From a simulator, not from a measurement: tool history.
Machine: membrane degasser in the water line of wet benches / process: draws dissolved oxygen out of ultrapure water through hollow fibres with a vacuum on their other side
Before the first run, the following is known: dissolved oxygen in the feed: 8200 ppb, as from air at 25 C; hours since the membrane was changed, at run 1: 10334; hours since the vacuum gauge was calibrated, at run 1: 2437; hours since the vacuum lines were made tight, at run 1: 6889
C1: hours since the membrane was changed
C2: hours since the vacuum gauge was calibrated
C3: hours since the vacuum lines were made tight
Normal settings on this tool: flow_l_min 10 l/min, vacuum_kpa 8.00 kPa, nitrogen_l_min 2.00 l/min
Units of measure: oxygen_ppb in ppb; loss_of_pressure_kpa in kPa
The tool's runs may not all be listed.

Run 1, day 0.000: usual settings; C1 10334; C2 2437; C3 6889. Result: oxygen_ppb 68.1 ppb, loss_of_pressure_kpa 54.51 kPa.
Run 2, day 9.662: usual settings; C1 10565; C2 2669; C3 7121. Result: oxygen_ppb 69.3 ppb, loss_of_pressure_kpa 54.78 kPa.
Run 3, day 17.429: usual settings; C1 10752; C2 2855; C3 7308. Result: oxygen_ppb 67.5 ppb, loss_of_pressure_kpa 54.62 kPa.
Run 4, day 31.146: usual settings; C1 11081; C2 3185; C3 7637. Result: oxygen_ppb 67.9 ppb, loss_of_pressure_kpa 54.99 kPa.
Run 5, day 41.325: usual settings; C1 11325; C2 3429; C3 7881. Result: oxygen_ppb 67.9 ppb, loss_of_pressure_kpa 54.64 kPa.
Run 6, day 49.267: usual settings but flow_l_min 8 l/min; C1 11516; C2 3619; C3 8072. Result: oxygen_ppb 53.5 ppb, loss_of_pressure_kpa 43.82 kPa.
Run 7, day 61.383: usual settings but flow_l_min 8 l/min; C1 11807; C2 3910; C3 8363. Result: oxygen_ppb 52.9 ppb, loss_of_pressure_kpa 43.87 kPa.
At day 62.804: seals of the vacuum lines changed.
Run 8, day 70.529: usual settings but flow_l_min 8 l/min; C1 12024; C2 4128; C3 185. Result: oxygen_ppb 52.3 ppb, loss_of_pressure_kpa 43.53 kPa.
Run 9, day 82.996: usual settings but flow_l_min 8 l/min; C1 12323; C2 4427; C3 485. Result: oxygen_ppb 52.9 ppb, loss_of_pressure_kpa 43.87 kPa.
Run 10, day 89.729: usual settings but flow_l_min 8 l/min, vacuum_kpa 15.58 kPa, nitrogen_l_min 2.94 l/min; C1 12485; C2 4589; C3 646. Result: oxygen_ppb 88.2 ppb, loss_of_pressure_kpa 43.66 kPa.
Run 11, day 104.454: usual settings but flow_l_min 6 l/min, nitrogen_l_min 1.09 l/min; C1 12838; C2 4942; C3 1000. Result: oxygen_ppb 66.5 ppb, loss_of_pressure_kpa 32.91 kPa.
Run 12, day 116.704: usual settings but flow_l_min 6 l/min, nitrogen_l_min 1.09 l/min; C1 13132; C2 5236; C3 1294. Result: oxygen_ppb 67.3 ppb, loss_of_pressure_kpa 32.93 kPa.
Run 13, day 126.442: usual settings but vacuum_kpa 9.15 kPa, nitrogen_l_min 3.40 l/min; C1 13366; C2 5470; C3 1527. Result: oxygen_ppb 53.2 ppb, loss_of_pressure_kpa 54.74 kPa.
At day 136.946: vacuum gauge calibrated.
Run 14, day 137.917: usual settings but flow_l_min 7 l/min, vacuum_kpa 5.54 kPa, nitrogen_l_min 2.07 l/min; C1 13641; C2 23; C3 1802. Result: oxygen_ppb 23.3 ppb, loss_of_pressure_kpa 38.69 kPa.
Run 15, day 151.408: usual settings but flow_l_min 7 l/min, vacuum_kpa 5.54 kPa, nitrogen_l_min 2.07 l/min; C1 13965; C2 347; C3 2126. Result: oxygen_ppb 23.4 ppb, loss_of_pressure_kpa 38.43 kPa.

Describe how what the log doesn't record of the tool's condition differs between the last listed run preceding each entry between runs and the first listed run following it.
Run 7 -> run 8: seals of the vacuum lines changed (day 62.804)
  air that leaks in behind the membrane, l/min: 0.0022 -> 0.002
Run 13 -> run 14: vacuum gauge calibrated (day 136.946)
  the hidden state is the same at both runs
